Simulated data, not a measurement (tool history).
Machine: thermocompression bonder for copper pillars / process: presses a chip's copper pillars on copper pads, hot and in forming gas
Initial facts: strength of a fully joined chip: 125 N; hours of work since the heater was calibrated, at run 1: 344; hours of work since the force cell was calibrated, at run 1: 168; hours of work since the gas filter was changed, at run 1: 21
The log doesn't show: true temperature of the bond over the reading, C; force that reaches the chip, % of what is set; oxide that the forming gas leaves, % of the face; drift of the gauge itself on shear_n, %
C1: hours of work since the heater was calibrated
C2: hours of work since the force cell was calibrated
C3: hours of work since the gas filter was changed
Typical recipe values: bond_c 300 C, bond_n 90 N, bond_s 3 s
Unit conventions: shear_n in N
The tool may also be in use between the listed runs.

run 1 hour=0.0 | bond_c=300 bond_n=90 bond_s=3 | C1=344 C2=168 C3=21 | shear_n=60.0
run 2 hour=14.3 | bond_c=300 bond_n=90 bond_s=3 | C1=350 C2=173 C3=27 | shear_n=58.8
run 3 hour=35.5 | bond_c=300 bond_n=90 bond_s=3 | C1=358 C2=182 C3=36 | shear_n=60.0
run 4 hour=53.7 | bond_c=300 bond_n=90 bond_s=3 | C1=366 C2=189 C3=43 | shear_n=60.8
run 5 hour=72.1 | bond_c=300 bond_n=90 bond_s=3 | C1=373 C2=197 C3=51 | shear_n=57.5
run 6 hour=93.2 | bond_c=300 bond_n=90 bond_s=3 | C1=382 C2=205 C3=59 | shear_n=57.8
run 7 hour=112.7 | bond_c=300 bond_n=90 bond_s=3 | C1=390 C2=213 C3=67 | shear_n=56.8
run 8 hour=127.4 | bond_c=290 bond_n=90 bond_s=3 | C1=396 C2=219 C3=73 | shear_n=50.4
run 9 hour=138.4 | bond_c=290 bond_n=90 bond_s=3 | C1=400 C2=224 C3=77 | shear_n=49.7
run 10 hour=152.1 | bond_c=290 bond_n=90 bond_s=3 | C1=406 C2=229 C3=83 | shear_n=49.2
run 11 hour=174.7 | bond_c=290 bond_n=90 bond_s=3 | C1=415 C2=238 C3=92 | shear_n=48.7
-- hour=177.7 force cell calibrated
run 12 hour=198.9 | bond_c=300 bond_n=90 bond_s=3 | C1=424 C2=9 C3=101 | shear_n=54.2
-- hour=206.0 forming gas filter changed
run 13 hour=216.0 | bond_c=307 bond_n=90 bond_s=3 | C1=431 C2=15 C3=4 | shear_n=66.4
run 14 hour=229.0 | bond_c=307 bond_n=90 bond_s=3 | C1=436 C2=21 C3=9 | shear_n=66.4
run 15 hour=252.0 | bond_c=292 bond_n=110 bond_s=5 | C1=445 C2=30 C3=19 | shear_n=73.3
-- hour=263.6 force cell calibrated, once more
run 16 hour=273.5 | bond_c=292 bond_n=110 bond_s=5 | C1=453 C2=4 C3=27 | shear_n=71.4
run 17 hour=292.9 | bond_c=292 bond_n=104 bond_s=4 | C1=461 C2=12 C3=35 | shear_n=66.2
run 18 hour=307.5 | bond_c=313 bond_n=90 bond_s=5 | C1=467 C2=18 C3=40 | shear_n=77.3
run 19 hour=323.5 | bond_c=330 bond_n=61 bond_s=2 | C1=474 C2=24 C3=47 | shear_n=50.7
run 20 hour=348.3 | bond_c=330 bond_n=61 bond_s=2 | C1=484 C2=34 C3=57 | shear_n=50.6
run 21 hour=364.4 | bond_c=288 bond_n=70 bond_s=2 | C1=490 C2=41 C3=63 | shear_n=32.8
run 22 hour=382.8 | bond_c=288 bond_n=68 bond_s=7 | C1=498 C2=48 C3=71 | shear_n=51.5
run 23 hour=398.2 | bond_c=295 bond_n=92 bond_s=5 | C1=504 C2=54 C3=77 | shear_n=63.1
run 24 hour=420.0 | bond_c=279 bond_n=90 bond_s=3 | C1=513 C2=63 C3=86 | shear_n=41.2
run 25 hour=435.8 | bond_c=277 bond_n=69 bond_s=3 | C1=519 C2=70 C3=92 | shear_n=32.1
run 26 hour=447.8 | bond_c=300 bond_n=77 bond_s=3 | C1=524 C2=75 C3=97 | shear_n=46.5

Here are 3 independent what-if runs from the current tool condition. What would each one return?
run A hour=458.4 | bond_c=300 bond_n=106 bond_s=3 | C1=528 C2=79 C3=102 | shear_n=?
run B hour=458.4 | bond_c=300 bond_n=77 bond_s=7 | C1=528 C2=79 C3=102 | shear_n=?
run C hour=458.4 | bond_c=300 bond_n=90 bond_s=3 | C1=528 C2=79 C3=102 | shear_n=?

run=A shear_n=60.5
run=B shear_n=63.3
run=C shear_n=53.8
Had the tool no hidden state, the same runs would have come out as:
run=A shear_n=74.2
run=B shear_n=77.3
run=C shear_n=66.3
